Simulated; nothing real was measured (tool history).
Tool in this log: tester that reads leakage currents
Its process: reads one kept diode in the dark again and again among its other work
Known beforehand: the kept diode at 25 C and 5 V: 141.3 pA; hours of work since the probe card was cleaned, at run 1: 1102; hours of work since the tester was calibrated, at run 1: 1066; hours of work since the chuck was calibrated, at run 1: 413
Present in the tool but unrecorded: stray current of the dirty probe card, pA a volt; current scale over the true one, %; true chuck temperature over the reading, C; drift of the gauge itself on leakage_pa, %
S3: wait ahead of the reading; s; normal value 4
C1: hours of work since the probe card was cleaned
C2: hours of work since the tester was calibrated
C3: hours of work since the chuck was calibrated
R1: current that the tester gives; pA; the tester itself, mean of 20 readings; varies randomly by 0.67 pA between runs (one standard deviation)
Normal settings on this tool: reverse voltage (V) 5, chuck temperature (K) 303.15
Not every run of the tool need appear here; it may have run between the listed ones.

{"run": 1, "hour": 0.0, "reverse voltage (V)": 5, "chuck temperature (K)": 303.15, "S3": 4, "C1": 1102, "C2": 1066, "C3": 413, "R1": 216.04}
{"run": 2, "hour": 42.4, "reverse voltage (V)": 5, "chuck temperature (K)": 303.15, "S3": 1.08, "C1": 1121, "C2": 1085, "C3": 433, "R1": 216.39}
{"run": 3, "hour": 99.3, "reverse voltage (V)": 5, "chuck temperature (K)": 309.15, "S3": 4, "C1": 1147, "C2": 1111, "C3": 458, "R1": 354.93}
{"run": 4, "hour": 140.5, "reverse voltage (V)": 5, "chuck temperature (K)": 309.15, "S3": 4, "C1": 1165, "C2": 1130, "C3": 477, "R1": 353.38}
{"run": 5, "hour": 171.4, "reverse voltage (V)": 5, "chuck temperature (K)": 320.15, "S3": 4, "C1": 1179, "C2": 1144, "C3": 491, "R1": 851.84}
{"run": 6, "hour": 204.4, "reverse voltage (V)": 5, "chuck temperature (K)": 311.15, "S3": 4, "C1": 1194, "C2": 1159, "C3": 506, "R1": 416.54}
{"run": 7, "hour": 234.4, "reverse voltage (V)": 5, "chuck temperature (K)": 303.15, "S3": 4, "C1": 1208, "C2": 1172, "C3": 519, "R1": 213.68}
{"run": 8, "hour": 258.6, "reverse voltage (V)": 5, "chuck temperature (K)": 303.15, "S3": 4, "C1": 1219, "C2": 1183, "C3": 530, "R1": 214.25}
{"run": 9, "hour": 290.5, "reverse voltage (V)": 5, "chuck temperature (K)": 303.15, "S3": 3.18, "C1": 1233, "C2": 1198, "C3": 545, "R1": 213.43}
{"run": 10, "hour": 323.6, "reverse voltage (V)": 5, "chuck temperature (K)": 297.15, "S3": 4, "C1": 1248, "C2": 1213, "C3": 560, "R1": 127.97}
{"run": 11, "hour": 374.1, "reverse voltage (V)": 5, "chuck temperature (K)": 299.15, "S3": 4, "C1": 1271, "C2": 1235, "C3": 583, "R1": 150.74}
{"run": 12, "hour": 428.5, "reverse voltage (V)": 5, "chuck temperature (K)": 299.15, "S3": 4, "C1": 1296, "C2": 1260, "C3": 607, "R1": 151.17}
{"run": 13, "hour": 462.6, "reverse voltage (V)": 5, "chuck temperature (K)": 309.15, "S3": 4, "C1": 1311, "C2": 1275, "C3": 623, "R1": 346.96}
{"run": 14, "hour": 506.6, "reverse voltage (V)": 5, "chuck temperature (K)": 314.15, "S3": 0.39, "C1": 1331, "C2": 1295, "C3": 643, "R1": 526.12}
{"run": 15, "hour": 544.9, "reverse voltage (V)": 5, "chuck temperature (K)": 314.15, "S3": 0.39, "C1": 1348, "C2": 1313, "C3": 660, "R1": 522.93}
{"run": 16, "hour": 568.7, "reverse voltage (V)": 5, "chuck temperature (K)": 295.15, "S3": 0.33, "C1": 1359, "C2": 1323, "C3": 671, "R1": 111.56}
{"run": 17, "hour": 595.6, "reverse voltage (V)": 5, "chuck temperature (K)": 295.15, "S3": 0.33, "C1": 1371, "C2": 1336, "C3": 683, "R1": 110.77}
{"run": 18, "hour": 633.3, "reverse voltage (V)": 5, "chuck temperature (K)": 295.15, "S3": 0.33, "C1": 1388, "C2": 1353, "C3": 700, "R1": 110.96}
{"run": 19, "hour": 669.1, "reverse voltage (V)": 12.88, "chuck temperature (K)": 295.15, "S3": 4, "C1": 1405, "C2": 1369, "C3": 716, "R1": 195.13}
{"run": 20, "hour": 699.7, "reverse voltage (V)": 12.88, "chuck temperature (K)": 295.15, "S3": 4, "C1": 1418, "C2": 1383, "C3": 730, "R1": 195.27}
{"run": 21, "hour": 730.8, "reverse voltage (V)": 12.88, "chuck temperature (K)": 295.15, "S3": 4, "C1": 1432, "C2": 1397, "C3": 744, "R1": 195.47}
{"run": 22, "hour": 783.2, "reverse voltage (V)": 12.88, "chuck temperature (K)": 295.15, "S3": 4, "C1": 1456, "C2": 1421, "C3": 768, "R1": 193.91}
{"run": 23, "hour": 817.6, "reverse voltage (V)": 12.88, "chuck temperature (K)": 295.15, "S3": 4, "C1": 1472, "C2": 1436, "C3": 784, "R1": 194.1}
{"run": 24, "hour": 855.2, "reverse voltage (V)": 12.88, "chuck temperature (K)": 295.15, "S3": 4, "C1": 1489, "C2": 1453, "C3": 801, "R1": 194.93}
{"run": 25, "hour": 909.8, "reverse voltage (V)": 12.88, "chuck temperature (K)": 295.15, "S3": 4, "C1": 1514, "C2": 1478, "C3": 825, "R1": 194.87}

Alternative continuations, all from the tool just after run 25; predict every row:
{"hour": 922.5, "done": "probe card cleaned and baked"}
{"run": "A", "hour": 950.2, "reverse voltage (V)": 3.1, "chuck temperature (K)": 307.15, "S3": 1.32, "C1": 13, "C2": 1495, "C3": 842, "R1": "?"}
{"hour": 922.5, "done": "probe card cleaned and baked"}
{"run": "B", "hour": 950.2, "reverse voltage (V)": 2.76, "chuck temperature (K)": 303.15, "S3": 2.06, "C1": 13, "C2": 1495, "C3": 842, "R1": "?"}
{"hour": 922.5, "done": "probe card cleaned and baked"}
{"run": "C", "hour": 950.2, "reverse voltage (V)": 12.88, "chuck temperature (K)": 321.15, "S3": 4, "C1": 13, "C2": 1495, "C3": 842, "R1": "?"}

run=A R1=209.57
run=B R1=137.4
run=C R1=1528.02
Take away the tool's hidden state, keep each run's random variation, and the runs would have read:
run=A R1=237.71
run=B R1=156.4
run=C R1=1714.67
